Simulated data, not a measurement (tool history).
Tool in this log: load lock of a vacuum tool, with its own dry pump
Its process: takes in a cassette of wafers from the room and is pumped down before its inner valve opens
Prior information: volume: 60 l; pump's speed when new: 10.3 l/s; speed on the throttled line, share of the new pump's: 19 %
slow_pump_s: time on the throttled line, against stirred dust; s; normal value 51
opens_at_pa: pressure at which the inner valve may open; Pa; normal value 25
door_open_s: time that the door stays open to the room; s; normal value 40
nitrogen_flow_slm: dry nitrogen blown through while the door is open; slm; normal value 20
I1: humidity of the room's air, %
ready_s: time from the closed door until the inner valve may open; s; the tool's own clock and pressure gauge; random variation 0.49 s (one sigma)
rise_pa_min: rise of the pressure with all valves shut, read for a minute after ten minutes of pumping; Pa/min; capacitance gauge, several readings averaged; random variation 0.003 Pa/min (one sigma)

run 1 hour=0 | slow_pump_s=51 opens_at_pa=25 door_open_s=40 nitrogen_flow_slm=20 | I1=45.4 | ready_s=88.7 rise_pa_min=0.025
run 2 hour=147.7 | slow_pump_s=51 opens_at_pa=25 door_open_s=40 nitrogen_flow_slm=20 | I1=42.6 | ready_s=89.4 rise_pa_min=0.024
run 3 hour=359.2 | slow_pump_s=51 opens_at_pa=25 door_open_s=40 nitrogen_flow_slm=20 | I1=46.6 | ready_s=90.4 rise_pa_min=0.029
run 4 hour=541.6 | slow_pump_s=51 opens_at_pa=25 door_open_s=40 nitrogen_flow_slm=20 | I1=46.4 | ready_s=89.8 rise_pa_min=0.033
run 5 hour=762.2 | slow_pump_s=51 opens_at_pa=25 door_open_s=99 nitrogen_flow_slm=20 | I1=43.8 | ready_s=90.1 rise_pa_min=0.054
run 6 hour=876 | slow_pump_s=51 opens_at_pa=25 door_open_s=99 nitrogen_flow_slm=20 | I1=46.9 | ready_s=90.6 rise_pa_min=0.053
run 7 hour=1083.6 | slow_pump_s=51 opens_at_pa=25 door_open_s=40 nitrogen_flow_slm=20 | I1=39 | ready_s=89.6 rise_pa_min=0.023
run 8 hour=1296.3 | slow_pump_s=51 opens_at_pa=39 door_open_s=40 nitrogen_flow_slm=20 | I1=41.5 | ready_s=88.5 rise_pa_min=0.027
run 9 hour=1434.9 | slow_pump_s=51 opens_at_pa=39 door_open_s=40 nitrogen_flow_slm=20 | I1=47.3 | ready_s=86.7 rise_pa_min=0.029
run 10 hour=1590.3 | slow_pump_s=51 opens_at_pa=39 door_open_s=40 nitrogen_flow_slm=20 | I1=44.3 | ready_s=87.8 rise_pa_min=0.025
run 11 hour=1786.1 | slow_pump_s=51 opens_at_pa=39 door_open_s=40 nitrogen_flow_slm=20 | I1=45.6 | ready_s=87.4 rise_pa_min=0.03
run 12 hour=1999.7 | slow_pump_s=51 opens_at_pa=39 door_open_s=40 nitrogen_flow_slm=20 | I1=44.8 | ready_s=87 rise_pa_min=0.027
run 13 hour=2163.1 | slow_pump_s=51 opens_at_pa=39 door_open_s=40 nitrogen_flow_slm=20 | I1=44.5 | ready_s=87.8 rise_pa_min=0.025
run 14 hour=2374.1 | slow_pump_s=51 opens_at_pa=39 door_open_s=40 nitrogen_flow_slm=20 | I1=48.6 | ready_s=87 rise_pa_min=0.029
run 15 hour=2589.9 | slow_pump_s=51 opens_at_pa=41 door_open_s=40 nitrogen_flow_slm=20 | I1=43.4 | ready_s=86.9 rise_pa_min=0.025
run 16 hour=2704.4 | slow_pump_s=51 opens_at_pa=39 door_open_s=221 nitrogen_flow_slm=39 | I1=45.3 | ready_s=87.7 rise_pa_min=0.06
run 17 hour=2890 | slow_pump_s=51 opens_at_pa=49 door_open_s=221 nitrogen_flow_slm=39 | I1=44.5 | ready_s=86.7 rise_pa_min=0.066

Run 18 is up next; what results do you expect?
run 18 hour=3028.5 | slow_pump_s=50 opens_at_pa=25 door_open_s=40 nitrogen_flow_slm=19 | I1=41.7 | ready_s=? rise_pa_min=?

Run 18 produced ready_s 89.4 s, rise_pa_min 0.029 Pa/min.
Were there no unlogged condition in the tool, this run, its random variation unchanged, would have produced ready_s 89.3 s, rise_pa_min 0.029 Pa/min.

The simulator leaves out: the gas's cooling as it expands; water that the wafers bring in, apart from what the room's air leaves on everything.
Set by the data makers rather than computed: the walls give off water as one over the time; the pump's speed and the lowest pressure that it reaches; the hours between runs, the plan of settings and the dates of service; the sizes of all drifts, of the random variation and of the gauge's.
